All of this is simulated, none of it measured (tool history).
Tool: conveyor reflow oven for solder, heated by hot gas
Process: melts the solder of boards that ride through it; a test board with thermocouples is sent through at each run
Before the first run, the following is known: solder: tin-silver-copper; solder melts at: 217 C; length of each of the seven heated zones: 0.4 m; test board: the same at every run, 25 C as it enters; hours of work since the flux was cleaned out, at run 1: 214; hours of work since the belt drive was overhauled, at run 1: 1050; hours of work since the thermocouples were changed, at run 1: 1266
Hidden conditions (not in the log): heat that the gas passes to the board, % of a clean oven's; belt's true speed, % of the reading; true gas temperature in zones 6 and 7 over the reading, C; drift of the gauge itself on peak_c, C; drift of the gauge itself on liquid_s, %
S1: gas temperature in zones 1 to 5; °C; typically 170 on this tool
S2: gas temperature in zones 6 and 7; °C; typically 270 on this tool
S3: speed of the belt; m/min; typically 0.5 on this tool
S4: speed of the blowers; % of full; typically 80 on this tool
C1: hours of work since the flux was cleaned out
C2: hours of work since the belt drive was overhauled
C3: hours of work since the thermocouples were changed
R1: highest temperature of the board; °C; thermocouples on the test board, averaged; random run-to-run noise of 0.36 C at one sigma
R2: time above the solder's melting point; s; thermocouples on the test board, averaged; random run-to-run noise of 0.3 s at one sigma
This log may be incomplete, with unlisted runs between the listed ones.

| run | day | S1 | S2 | S3 | S4 | C1 | C2 | C3 | R1 | R2 |
|---|---|---|---|---|---|---|---|---|---|---|
| 1 | 0 | 170 | 270 | 0.5 | 80 | 214 | 1050 | 1266 | 253.2 | 70.1 |
|  | 1.308 | thermocouples of zones 6 and 7 changed |
| 2 | 1.346 | 170 | 270 | 0.5 | 80 | 233 | 1069 | 1 | 253.4 | 70.4 |
| 3 | 2.35 | 170 | 270 | 0.5 | 80 | 248 | 1084 | 15 | 253.3 | 70.9 |
| 4 | 3.404 | 170 | 270 | 0.5 | 80 | 264 | 1099 | 31 | 253 | 70.1 |
| 5 | 4.604 | 170 | 258 | 0.5 | 80 | 281 | 1117 | 49 | 242.4 | 60.2 |
| 6 | 5.45 | 170 | 270 | 0.418 | 80 | 294 | 1130 | 61 | 258.4 | 91.9 |
| 7 | 6.992 | 170 | 270 | 0.418 | 80 | 317 | 1153 | 84 | 258.5 | 91.8 |
|  | 7.575 | flux residue cleaned out of gas plates and filters |
| 8 | 8.388 | 170 | 270 | 0.5 | 80 | 12 | 1170 | 102 | 252.9 | 70.9 |
| 9 | 9.312 | 166 | 270 | 0.5 | 80 | 26 | 1184 | 116 | 253 | 67.8 |
| 10 | 10.679 | 166 | 272 | 0.5 | 50 | 46 | 1204 | 136 | 248.4 | 61.5 |
| 11 | 12.012 | 166 | 272 | 0.5 | 50 | 66 | 1224 | 156 | 247.4 | 62.2 |
| 12 | 13.404 | 166 | 272 | 0.5 | 50 | 87 | 1245 | 177 | 247.6 | 62.3 |
| 13 | 14.488 | 163 | 285 | 0.512 | 60 | 103 | 1261 | 193 | 259.1 | 70.6 |
| 14 | 15.929 | 173 | 268 | 0.533 | 61 | 124 | 1282 | 214 | 246.5 | 59.9 |
| 15 | 17.571 | 173 | 268 | 0.533 | 61 | 148 | 1307 | 238 | 246.3 | 59 |
| 16 | 19.246 | 173 | 279 | 0.582 | 75 | 173 | 1332 | 263 | 254.5 | 61.8 |
| 17 | 20.221 | 182 | 270 | 0.5 | 80 | 188 | 1346 | 278 | 255.7 | 78.4 |

Predict each of these 4 candidate next runs independently; none follows another, all start after run 17:
| A | 21.638 | 170 | 268 | 0.5 | 84 | 209 | 1367 | 299 | ? | ? |
| B | 21.638 | 184 | 283 | 0.5 | 80 | 209 | 1367 | 299 | ? | ? |
| C | 21.638 | 177 | 280 | 0.469 | 80 | 209 | 1367 | 299 | ? | ? |
| D | 21.638 | 157 | 260 | 0.41 | 80 | 209 | 1367 | 299 | ? | ? |

| run | R1 | R2 |
|---|---|---|
| A | 251.9 | 69.6 |
| B | 266.4 | 86.9 |
| C | 264.9 | 88.4 |
| D | 247.8 | 77.4 |
What these runs would have given with no unlogged condition in the tool:
| run | R1 | R2 |
|---|---|---|
| A | 252 | 69.6 |
| B | 266.5 | 86.8 |
| C | 264.9 | 88.3 |
| D | 247.8 | 77.4 |
